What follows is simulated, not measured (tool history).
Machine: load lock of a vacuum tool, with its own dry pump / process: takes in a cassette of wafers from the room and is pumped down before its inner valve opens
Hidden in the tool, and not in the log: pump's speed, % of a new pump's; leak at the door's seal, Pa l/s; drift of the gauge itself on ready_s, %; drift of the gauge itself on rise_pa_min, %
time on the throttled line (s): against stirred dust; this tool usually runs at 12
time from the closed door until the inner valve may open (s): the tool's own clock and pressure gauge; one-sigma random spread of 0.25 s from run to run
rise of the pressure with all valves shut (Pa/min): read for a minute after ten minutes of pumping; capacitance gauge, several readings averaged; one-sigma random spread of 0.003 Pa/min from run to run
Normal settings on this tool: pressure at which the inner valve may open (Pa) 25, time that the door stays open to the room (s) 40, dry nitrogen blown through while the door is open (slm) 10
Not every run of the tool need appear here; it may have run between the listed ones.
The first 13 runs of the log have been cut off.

run	hour	time on the throttled line (s)	pressure at which the inner valve may open (Pa)	time that the door stays open to the room (s)	dry nitrogen blown through while the door is open (slm)	hours that the pump has run since its overhaul	times that the door has closed on its seal	incoming humidity of the room's air, %	time from the closed door until the inner valve may open (s)	rise of the pressure with all valves shut (Pa/min)
14	2427.6	12	25	40	30	17582	30424	48.4	20.0	0.029
# hour 2505.6: dry pump taken out, an overhauled one fitted
15	2557.6	12	25	40	10	52	30695	43.2	20.1	0.028
16	2816.6	12	25	40	10	311	31262	46.9	20.1	0.034
17	2948.3	12	25	40	10	443	31550	45.2	19.8	0.035
18	3149.7	12	25	40	10	644	31990	43.5	20.1	0.030
19	3412.8	12	25	40	10	907	32566	45.3	19.8	0.038
20	3644.2	12	21	40	10	1139	33072	45.7	20.5	0.032
21	3780.6	12	19	40	10	1275	33370	42.9	20.5	0.032
22	3922.5	21	18	233	11	1417	33681	45.2	27.2	0.053
23	4172.5	6	24	40	12	1667	34228	45.4	15.7	0.034
24	4440.1	6	24	40	12	1934	34813	46.1	15.3	0.034
25	4598.2	9	44	78	10	2093	35159	50.1	16.9	0.040
26	4760.6	12	25	115	23	2255	35514	44.8	20.2	0.029
27	4888.8	12	25	202	10	2383	35794	45.0	20.0	0.057
28	5051.4	12	25	202	10	2546	36150	47.3	20.1	0.057
# hour 5208.8: door's seal changed, seat wiped
29	5225.5	12	25	202	10	2718	37	47.8	19.9	0.054
30	5357.6	12	24	80	13	2850	326	44.0	20.0	0.034
31	5567.9	13	25	111	11	3061	786	44.2	21.0	0.046
32	5810.4	12	19	40	10	3303	1316	48.9	20.5	0.035
33	5985.1	12	19	40	10	3478	1698	44.2	20.4	0.031
34	6162.0	12	19	40	10	3655	2085	43.3	20.0	0.029
35	6439.1	12	19	40	10	3932	2691	41.2	20.5	0.033
36	6719.7	12	48	40	22	4213	3305	43.8	18.9	0.029

Branching from run 36: 5 alternative next runs. What would each branch give?
A	6964.0	12	48	76	22	4457	3839	46.2	?	?
B	6964.0	9	48	40	22	4457	3839	43.0	?	?
C	6964.0	12	25	34	10	4457	3839	44.2	?	?
D	6964.0	12	30	222	15	4457	3839	45.0	?	?
E	6964.0	16	48	88	22	4457	3839	46.0	?	?

run	time from the closed door until the inner valve may open (s)	rise of the pressure with all valves shut (Pa/min)
A	19.4	0.027
B	16.8	0.022
C	19.9	0.030
D	19.8	0.045
E	22.4	0.027
Take away the tool's hidden state, keep each run's random variation, and the runs would have read:
run	time from the closed door until the inner valve may open (s)	rise of the pressure with all valves shut (Pa/min)
A	19.4	0.027
B	16.8	0.022
C	19.9	0.030
D	19.8	0.045
E	22.4	0.027
